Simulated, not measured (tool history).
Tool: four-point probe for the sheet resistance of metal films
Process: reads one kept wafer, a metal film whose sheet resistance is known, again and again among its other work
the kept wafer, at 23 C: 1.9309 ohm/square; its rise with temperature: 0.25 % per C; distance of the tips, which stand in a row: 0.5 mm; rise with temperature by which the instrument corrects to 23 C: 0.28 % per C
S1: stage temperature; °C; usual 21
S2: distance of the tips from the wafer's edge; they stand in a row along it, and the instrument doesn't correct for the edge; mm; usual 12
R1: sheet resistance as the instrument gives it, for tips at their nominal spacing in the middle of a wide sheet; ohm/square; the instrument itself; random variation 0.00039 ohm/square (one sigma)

run,day,S1,S2,R1
1,0,21,12,1.931787
2,1.204,21,12,1.932725
3,2.417,21,5,1.940498
4,3.425,21,31,1.930542
5,5.379,34,31,1.923582
6,7.288,21,12,1.933129
7,8.992,21,13,1.932608
8,10.533,21,13,1.933801
9,11.929,21,28,1.932933
10,13.525,34,28,1.926145
11,14.783,19,9,1.93733
12,16.35,25,9,1.934377
13,17.517,30,8,1.932198
14,19.658,30,8,1.933289
15,20.962,30,8,1.933972
16,22.621,24,4,1.949911
17,24.138,24,4,1.94952
18,25.254,21,15,1.937104
19,27.271,21,4,1.95207

Forecast each of these 3 alternatives for the next run:
A,28.475,25,13,?
B,28.475,19,13,?
C,28.475,20,11,?

run,R1
A,1.9355
B,1.938717
C,1.939537
Without the tool's hidden state the same runs would have given:
run,R1
A,1.931425
B,1.93461
C,1.935432
